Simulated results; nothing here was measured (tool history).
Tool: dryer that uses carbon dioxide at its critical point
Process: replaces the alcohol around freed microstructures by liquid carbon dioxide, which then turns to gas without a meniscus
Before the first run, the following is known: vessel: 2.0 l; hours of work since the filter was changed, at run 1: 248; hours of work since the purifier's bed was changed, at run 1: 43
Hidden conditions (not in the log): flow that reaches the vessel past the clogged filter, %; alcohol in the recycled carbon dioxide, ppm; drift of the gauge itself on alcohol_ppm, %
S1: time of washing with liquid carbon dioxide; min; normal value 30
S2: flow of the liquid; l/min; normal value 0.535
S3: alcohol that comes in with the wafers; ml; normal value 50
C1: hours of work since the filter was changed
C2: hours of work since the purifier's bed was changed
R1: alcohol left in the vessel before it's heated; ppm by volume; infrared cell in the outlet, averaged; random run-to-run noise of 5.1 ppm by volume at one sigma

{"run": 1, "hour": 0.0, "S1": 30, "S2": 0.535, "S3": 50, "C1": 248, "C2": 43, "R1": 119}
{"run": 2, "hour": 5.4, "S1": 30, "S2": 0.535, "S3": 50, "C1": 253, "C2": 47, "R1": 113}
{"run": 3, "hour": 15.8, "S1": 30, "S2": 0.535, "S3": 50, "C1": 260, "C2": 55, "R1": 111}
{"hour": 18.0, "done": "inlet filter changed"}
{"run": 4, "hour": 24.0, "S1": 30, "S2": 0.535, "S3": 50, "C1": 4, "C2": 60, "R1": 69}
{"run": 5, "hour": 29.8, "S1": 30, "S2": 0.535, "S3": 50, "C1": 9, "C2": 65, "R1": 77}
{"run": 6, "hour": 40.4, "S1": 30, "S2": 0.535, "S3": 50, "C1": 17, "C2": 72, "R1": 80}
{"run": 7, "hour": 48.3, "S1": 30, "S2": 0.535, "S3": 46, "C1": 23, "C2": 78, "R1": 56}
{"run": 8, "hour": 54.1, "S1": 30, "S2": 0.535, "S3": 32, "C1": 27, "C2": 83, "R1": 54}
{"run": 9, "hour": 59.7, "S1": 30, "S2": 0.535, "S3": 50, "C1": 31, "C2": 87, "R1": 78}
{"run": 10, "hour": 68.0, "S1": 30, "S2": 0.705, "S3": 50, "C1": 37, "C2": 93, "R1": 22}
{"run": 11, "hour": 75.2, "S1": 30, "S2": 0.705, "S3": 50, "C1": 43, "C2": 98, "R1": 28}
{"run": 12, "hour": 87.7, "S1": 30, "S2": 0.535, "S3": 92, "C1": 52, "C2": 108, "R1": 152}
{"run": 13, "hour": 99.1, "S1": 30, "S2": 0.535, "S3": 92, "C1": 60, "C2": 116, "R1": 139}
{"run": 14, "hour": 110.2, "S1": 30, "S2": 0.749, "S3": 92, "C1": 69, "C2": 124, "R1": 31}
{"run": 15, "hour": 121.9, "S1": 30, "S2": 0.716, "S3": 75, "C1": 77, "C2": 133, "R1": 30}
{"run": 16, "hour": 133.8, "S1": 21, "S2": 0.408, "S3": 50, "C1": 86, "C2": 142, "R1": 1158}
{"run": 17, "hour": 142.3, "S1": 30, "S2": 0.535, "S3": 74, "C1": 93, "C2": 148, "R1": 117}
{"run": 18, "hour": 147.8, "S1": 30, "S2": 0.46, "S3": 50, "C1": 97, "C2": 153, "R1": 193}
{"run": 19, "hour": 154.7, "S1": 24, "S2": 0.46, "S3": 50, "C1": 102, "C2": 158, "R1": 473}
{"run": 20, "hour": 160.4, "S1": 24, "S2": 0.535, "S3": 80, "C1": 106, "C2": 162, "R1": 400}
{"run": 21, "hour": 170.1, "S1": 24, "S2": 0.744, "S3": 80, "C1": 113, "C2": 169, "R1": 80}
{"run": 22, "hour": 175.9, "S1": 24, "S2": 0.744, "S3": 80, "C1": 118, "C2": 173, "R1": 77}
{"run": 23, "hour": 183.7, "S1": 23, "S2": 0.414, "S3": 35, "C1": 123, "C2": 179, "R1": 606}
{"run": 24, "hour": 189.8, "S1": 27, "S2": 0.693, "S3": 50, "C1": 128, "C2": 184, "R1": 54}
{"run": 25, "hour": 198.1, "S1": 30, "S2": 0.693, "S3": 33, "C1": 134, "C2": 190, "R1": 33}
{"run": 26, "hour": 203.5, "S1": 18, "S2": 0.693, "S3": 33, "C1": 138, "C2": 194, "R1": 213}
{"run": 27, "hour": 209.2, "S1": 30, "S2": 0.651, "S3": 26, "C1": 143, "C2": 198, "R1": 43}

What if the next run were any one of these 4? Each begins from the tool's condition after run 27:
{"run": "A", "hour": 215.1, "S1": 44, "S2": 0.495, "S3": 42, "C1": 147, "C2": 203, "R1": "?"}
{"run": "B", "hour": 215.1, "S1": 30, "S2": 0.614, "S3": 64, "C1": 147, "C2": 203, "R1": "?"}
{"run": "C", "hour": 215.1, "S1": 28, "S2": 0.494, "S3": 50, "C1": 147, "C2": 203, "R1": "?"}
{"run": "D", "hour": 215.1, "S1": 30, "S2": 0.347, "S3": 50, "C1": 147, "C2": 203, "R1": "?"}

run=A R1=40
run=B R1=71
run=C R1=203
run=D R1=676
The same runs, with their run-to-run variation unchanged, on a tool lacking any hidden condition would have given:
run=A R1=13
run=B R1=31
run=C R1=126
run=D R1=502
